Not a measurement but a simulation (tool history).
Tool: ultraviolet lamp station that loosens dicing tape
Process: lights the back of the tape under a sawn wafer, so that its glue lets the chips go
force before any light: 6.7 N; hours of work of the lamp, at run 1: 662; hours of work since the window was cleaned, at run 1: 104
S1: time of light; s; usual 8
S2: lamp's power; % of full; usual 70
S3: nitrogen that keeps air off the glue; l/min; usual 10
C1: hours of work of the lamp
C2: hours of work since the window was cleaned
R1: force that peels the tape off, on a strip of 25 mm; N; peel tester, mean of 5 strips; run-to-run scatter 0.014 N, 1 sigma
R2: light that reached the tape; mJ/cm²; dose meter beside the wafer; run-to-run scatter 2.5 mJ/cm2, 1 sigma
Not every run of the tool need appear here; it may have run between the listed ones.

run   hour  S1  S2  S3    C1   C2     R1   R2
  1    0.0   8  70  10   662  104  0.926  233
  2   27.9   8  81  10   683  125  0.708  268
  3   50.2   8  81  10   699  141  0.748  268
  4   72.2   8  81  10   715  157  0.775  258
  5   89.9   8  72  10   728  170  0.955  234
  6  115.8   8  72  10   747  189  0.932  230
  7  137.6   8  65  10   763  205  1.168  202
  8  150.0   8  70   5   772  214  1.441  221
  9  173.3   8  70  10   789  231  1.127  213
 10  185.9   8  70  10   798  241  1.128  218
 11  215.5   8  70  10   820  262  1.119  213
 12  231.3   8  70  10   832  274  1.094  210
 13  251.2   5  70  10   846  288  2.228  131
 14  266.1   5  70  10   857  299  2.216  128
 15  281.6   5  70  10   869  311  2.281  126
 16  294.0   5  70  10   878  320  2.292  123
 17  321.3   5  70  10   898  340  2.355  127
 18  343.3   8  81  10   914  356  1.013  229
 19  356.7   8  81  10   924  366  0.988  230
 20  372.3   8  70  10   935  377  1.303  194
 21  400.8   8  70  10   956  398  1.284  193
 22  415.6   8  72   4   967  409  1.821  198
     426.3  -- window cleaned of glue's vapour
 23  437.1   8  72   4   982    8  1.520  225
 24  458.4  14  99  10   998   23  0.224  542
 25  482.9  12  67   3  1016   41  1.092  315
 26  504.0   7  99   3  1031   57  1.395  271
 27  527.8   8  70   4  1049   74  1.705  212
 28  540.3   4  93   7  1058   84  2.310  140
 29  567.1   4  93   7  1077  103  2.281  138
 30  587.2   4  93   7  1092  118  2.286  137
 31  616.0   8  71  10  1113  139  1.140  204
 32  633.1   4  81  10  1126  152  2.443  118
 33  650.8   8  81  10  1139  165  0.967  232
 34  664.9   9  81  15  1149  175  0.646  260
 35  681.4   8  76  10  1161  187  1.078  217
 36  709.4   8  77  10  1182  207  1.084  220
 37  738.6   8  70   5  1203  229  1.764  192
 38  765.1  14  97   3  1223  248  0.550  462
 39  792.2  14  77   8  1242  268  0.482  356
 40  809.4   8  72  10  1255  281  1.321  188
 41  836.7   9  74  10  1275  301  1.100  215
 42  860.0  13  66  19  1292  318  0.545  271

Branching from run 42: 5 alternative next runs. What would each branch give?
  A  878.3   5  62   3  1306  331   ?   ?
  B  878.3   9  60  14  1306  331   ?   ?
  C  878.3   8  70  10  1306  331   ?   ?
  D  878.3  11  87  14  1306  331   ?   ?
  E  878.3  15  66  19  1306  331   ?   ?

run     R1   R2
  A  3.813   96
  B  1.392  171
  C  1.486  178
  D  0.520  307
  E  0.433  312
What these runs would have given with no unlogged condition in the tool:
run     R1   R2
  A  2.615  159
  B  0.584  282
  C  0.642  294
  D  0.240  505
  E  0.223  514
